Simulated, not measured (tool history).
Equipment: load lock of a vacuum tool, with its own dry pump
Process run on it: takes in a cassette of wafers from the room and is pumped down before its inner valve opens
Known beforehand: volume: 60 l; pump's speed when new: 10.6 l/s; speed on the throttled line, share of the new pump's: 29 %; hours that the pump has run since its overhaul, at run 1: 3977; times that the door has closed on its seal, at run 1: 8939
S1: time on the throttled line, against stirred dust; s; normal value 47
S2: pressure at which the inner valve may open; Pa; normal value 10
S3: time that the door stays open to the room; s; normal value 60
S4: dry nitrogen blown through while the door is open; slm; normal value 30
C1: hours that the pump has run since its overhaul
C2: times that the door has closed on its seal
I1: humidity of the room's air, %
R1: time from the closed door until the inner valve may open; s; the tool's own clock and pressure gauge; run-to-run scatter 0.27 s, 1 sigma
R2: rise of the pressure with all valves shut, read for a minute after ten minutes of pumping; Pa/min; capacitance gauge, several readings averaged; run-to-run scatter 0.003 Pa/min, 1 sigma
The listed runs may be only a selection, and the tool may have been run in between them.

{"run": 1, "day": 0.0, "S1": 47, "S2": 10, "S3": 60, "S4": 30, "C1": 3977, "C2": 8939, "I1": 44.5, "R1": 86.9, "R2": 0.078}
{"run": 2, "day": 1.917, "S1": 47, "S2": 10, "S3": 60, "S4": 30, "C1": 4023, "C2": 9124, "I1": 43.5, "R1": 86.8, "R2": 0.078}
{"run": 3, "day": 5.833, "S1": 37, "S2": 10, "S3": 60, "S4": 30, "C1": 4117, "C2": 9502, "I1": 46.3, "R1": 80.2, "R2": 0.087}
{"run": 4, "day": 9.717, "S1": 37, "S2": 10, "S3": 60, "S4": 30, "C1": 4211, "C2": 9877, "I1": 46.9, "R1": 79.6, "R2": 0.082}
{"run": 5, "day": 12.508, "S1": 37, "S2": 10, "S3": 60, "S4": 30, "C1": 4278, "C2": 10147, "I1": 43.6, "R1": 80.4, "R2": 0.086}
{"run": 6, "day": 16.633, "S1": 47, "S2": 10, "S3": 60, "S4": 5, "C1": 4377, "C2": 10545, "I1": 44.3, "R1": 87.5, "R2": 0.117}
{"run": 7, "day": 19.792, "S1": 47, "S2": 10, "S3": 60, "S4": 30, "C1": 4452, "C2": 10850, "I1": 44.3, "R1": 87.3, "R2": 0.097}
{"run": 8, "day": 23.279, "S1": 47, "S2": 10, "S3": 60, "S4": 30, "C1": 4536, "C2": 11187, "I1": 46.5, "R1": 87.2, "R2": 0.096}
{"run": 9, "day": 26.717, "S1": 47, "S2": 10, "S3": 60, "S4": 30, "C1": 4619, "C2": 11518, "I1": 41.6, "R1": 87.4, "R2": 0.097}
{"run": 10, "day": 31.171, "S1": 31, "S2": 15, "S3": 79, "S4": 6, "C1": 4725, "C2": 11949, "I1": 47.2, "R1": 73.8, "R2": 0.128}
{"run": 11, "day": 34.508, "S1": 31, "S2": 15, "S3": 79, "S4": 6, "C1": 4806, "C2": 12271, "I1": 41.3, "R1": 73.7, "R2": 0.128}
{"run": 12, "day": 37.212, "S1": 44, "S2": 10, "S3": 28, "S4": 31, "C1": 4870, "C2": 12532, "I1": 44.4, "R1": 85.5, "R2": 0.1}
{"run": 13, "day": 40.079, "S1": 45, "S2": 13, "S3": 60, "S4": 33, "C1": 4939, "C2": 12808, "I1": 44.1, "R1": 84.1, "R2": 0.111}
{"run": 14, "day": 43.308, "S1": 34, "S2": 12, "S3": 226, "S4": 5, "C1": 5017, "C2": 13120, "I1": 41.8, "R1": 77.2, "R2": 0.163}
{"run": 15, "day": 45.388, "S1": 34, "S2": 12, "S3": 226, "S4": 5, "C1": 5067, "C2": 13321, "I1": 49.9, "R1": 76.8, "R2": 0.175}

Estimate the outcome of run 16 from the log above:
{"run": 16, "day": 48.708, "S1": 76, "S2": 12, "S3": 73, "S4": 30, "C1": 5146, "C2": 13642, "I1": 41.4, "R1": "?", "R2": "?"}

R1: 106.1 s
R2: 0.111 Pa/min
If the tool had no hidden condition, the same run with the same run-to-run variation would have returned R1 104.9 s, R2 0.018 Pa/min.

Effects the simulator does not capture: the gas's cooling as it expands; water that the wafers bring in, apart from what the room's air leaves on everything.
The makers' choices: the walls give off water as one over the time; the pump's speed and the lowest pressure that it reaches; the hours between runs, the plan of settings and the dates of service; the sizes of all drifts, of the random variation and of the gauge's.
